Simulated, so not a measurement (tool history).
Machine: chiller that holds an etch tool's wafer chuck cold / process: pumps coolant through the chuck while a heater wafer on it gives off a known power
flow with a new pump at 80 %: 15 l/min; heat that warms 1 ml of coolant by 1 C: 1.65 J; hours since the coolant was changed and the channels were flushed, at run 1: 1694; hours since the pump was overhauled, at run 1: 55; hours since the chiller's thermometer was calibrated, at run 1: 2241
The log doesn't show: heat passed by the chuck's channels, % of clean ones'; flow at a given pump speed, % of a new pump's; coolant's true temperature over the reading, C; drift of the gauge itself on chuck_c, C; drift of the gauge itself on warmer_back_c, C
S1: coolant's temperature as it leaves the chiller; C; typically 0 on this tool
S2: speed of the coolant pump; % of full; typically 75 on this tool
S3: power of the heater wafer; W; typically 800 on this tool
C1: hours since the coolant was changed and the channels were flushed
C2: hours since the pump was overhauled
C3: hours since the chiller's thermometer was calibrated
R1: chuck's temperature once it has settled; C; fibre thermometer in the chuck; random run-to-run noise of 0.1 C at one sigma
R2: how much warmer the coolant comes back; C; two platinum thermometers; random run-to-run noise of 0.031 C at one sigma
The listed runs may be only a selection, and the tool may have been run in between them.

{"run": 1, "hour": 0.0, "S1": 0, "S2": 75, "S3": 800, "C1": 1694, "C2": 55, "C3": 2241, "R1": 9.3, "R2": 2.09}
{"run": 2, "hour": 39.1, "S1": 0, "S2": 75, "S3": 800, "C1": 1734, "C2": 94, "C3": 2280, "R1": 9.3, "R2": 2.08}
{"run": 3, "hour": 80.7, "S1": 0, "S2": 75, "S3": 1047, "C1": 1775, "C2": 136, "C3": 2322, "R1": 12.1, "R2": 2.65}
{"run": 4, "hour": 103.7, "S1": 0, "S2": 75, "S3": 1047, "C1": 1798, "C2": 159, "C3": 2344, "R1": 11.9, "R2": 2.71}
{"run": 5, "hour": 126.1, "S1": 0, "S2": 75, "S3": 1047, "C1": 1821, "C2": 181, "C3": 2367, "R1": 12.2, "R2": 2.77}
{"run": 6, "hour": 174.2, "S1": 0, "S2": 75, "S3": 1047, "C1": 1869, "C2": 229, "C3": 2415, "R1": 12.0, "R2": 2.73}
{"run": 7, "hour": 203.2, "S1": 0, "S2": 75, "S3": 1047, "C1": 1898, "C2": 258, "C3": 2444, "R1": 12.2, "R2": 2.78}
{"run": 8, "hour": 234.9, "S1": 0, "S2": 75, "S3": 1047, "C1": 1929, "C2": 290, "C3": 2476, "R1": 12.2, "R2": 2.72}
{"run": 9, "hour": 257.6, "S1": 0, "S2": 75, "S3": 1047, "C1": 1952, "C2": 313, "C3": 2498, "R1": 12.2, "R2": 2.72}
{"run": 10, "hour": 287.4, "S1": 0, "S2": 75, "S3": 1047, "C1": 1982, "C2": 343, "C3": 2528, "R1": 12.1, "R2": 2.74}
{"run": 11, "hour": 316.1, "S1": -1, "S2": 85, "S3": 1023, "C1": 2011, "C2": 371, "C3": 2557, "R1": 10.4, "R2": 2.33}
{"run": 12, "hour": 337.6, "S1": -1, "S2": 85, "S3": 588, "C1": 2032, "C2": 393, "C3": 2578, "R1": 5.1, "R2": 1.34}
{"run": 13, "hour": 385.8, "S1": -7, "S2": 89, "S3": 1065, "C1": 2080, "C2": 441, "C3": 2627, "R1": 4.2, "R2": 2.32}
{"run": 14, "hour": 406.5, "S1": -7, "S2": 63, "S3": 562, "C1": 2101, "C2": 462, "C3": 2647, "R1": 0.0, "R2": 1.75}
{"run": 15, "hour": 454.2, "S1": -7, "S2": 63, "S3": 562, "C1": 2149, "C2": 509, "C3": 2695, "R1": 0.1, "R2": 1.78}
{"run": 16, "hour": 499.2, "S1": 7, "S2": 75, "S3": 857, "C1": 2194, "C2": 554, "C3": 2740, "R1": 17.0, "R2": 2.24}
{"run": 17, "hour": 545.6, "S1": -2, "S2": 60, "S3": 800, "C1": 2240, "C2": 601, "C3": 2786, "R1": 8.5, "R2": 2.63}

Consider 5 possible next runs. They are alternatives, not a sequence: every one starts from the tool as it was left by run 17. What does each give?
{"run": "A", "hour": 581.7, "S1": -9, "S2": 76, "S3": 625, "C1": 2276, "C2": 637, "C3": 2823, "R1": "?", "R2": "?"}
{"run": "B", "hour": 581.7, "S1": 0, "S2": 80, "S3": 498, "C1": 2276, "C2": 637, "C3": 2823, "R1": "?", "R2": "?"}
{"run": "C", "hour": 581.7, "S1": -4, "S2": 67, "S3": 523, "C1": 2276, "C2": 637, "C3": 2823, "R1": "?", "R2": "?"}
{"run": "D", "hour": 581.7, "S1": 9, "S2": 94, "S3": 800, "C1": 2276, "C2": 637, "C3": 2823, "R1": "?", "R2": "?"}
{"run": "E", "hour": 581.7, "S1": 5, "S2": 60, "S3": 800, "C1": 2276, "C2": 637, "C3": 2823, "R1": "?", "R2": "?"}

run=A R1=-1.9 R2=1.58
run=B R1=5.3 R2=1.22
run=C R1=2.4 R2=1.56
run=D R1=17.2 R2=1.69
run=E R1=15.4 R2=2.62
Without the tool's unlogged condition, the same runs would have read:
run=A R1=-2.0 R2=1.54
run=B R1=5.3 R2=1.20
run=C R1=2.4 R2=1.53
run=D R1=17.0 R2=1.66
run=E R1=15.1 R2=2.57
